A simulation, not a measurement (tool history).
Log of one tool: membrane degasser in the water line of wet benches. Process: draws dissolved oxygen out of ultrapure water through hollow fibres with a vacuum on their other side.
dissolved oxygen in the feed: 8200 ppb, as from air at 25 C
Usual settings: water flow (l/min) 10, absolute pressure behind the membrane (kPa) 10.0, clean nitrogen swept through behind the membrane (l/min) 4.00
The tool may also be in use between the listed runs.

run   hour  water flow (l/min)  absolute pressure behind the membrane (kPa)  clean nitrogen swept through behind the membrane (l/min)  dissolved oxygen in the water behind the degasser (ppb)  pressure that the water loses in the fibres (kPa)
  1    0.0                  10                                         10.0                                                      4.00                                                     79.0                                              46.02
  2   35.6                   7                                         10.0                                                      4.00                                                     40.6                                              32.22
  3   66.4                   7                                         10.0                                                      4.00                                                     40.6                                              32.46
  4  113.4                  10                                         10.0                                                      4.00                                                     77.3                                              46.27
  5  140.8                  10                                         10.0                                                      4.00                                                     78.5                                              46.02
  6  174.6                  10                                         10.0                                                      5.09                                                     69.5                                              45.93
  7  220.9                  10                                         10.0                                                      5.09                                                     70.5                                              46.25
  8  284.3                  10                                         12.9                                                      4.00                                                     96.1                                              46.42
  9  345.6                  10                                         12.9                                                      4.00                                                     98.3                                              45.94
 10  381.9                   7                                         24.6                                                      5.89                                                     75.4                                              32.47
 11  435.8                   7                                          7.0                                                      1.97                                                     45.2                                              32.22
 12  468.6                   7                                          8.5                                                      1.97                                                     58.0                                              32.22

Measured less the same run without the tool's hidden state. The same run-to-run variation is in both; the gauge's scatter may not be:
The hidden state here: membrane still open, %; true pressure behind the membrane over the reading, kPa; air that leaks in behind the membrane, l/min; drift of the gauge itself on oxygen_ppb, %; drift of the gauge itself on loss_of_pressure_kpa, %.
run  dissolved oxygen in the water behind the degasser (ppb)
  1                                                     +0.6
  2                                                     +0.3
  3                                                     +0.4
  4                                                     +1.0
  5                                                     +1.0
  6                                                     +0.9
  7                                                     +1.1
  8                                                     +1.4
  9                                                     +1.5
 10                                                     +1.0
 11                                                     +1.4
 12                                                     +1.6
pressure that the water loses in the fibres (kPa): within 0.18 of the measured result in every run.

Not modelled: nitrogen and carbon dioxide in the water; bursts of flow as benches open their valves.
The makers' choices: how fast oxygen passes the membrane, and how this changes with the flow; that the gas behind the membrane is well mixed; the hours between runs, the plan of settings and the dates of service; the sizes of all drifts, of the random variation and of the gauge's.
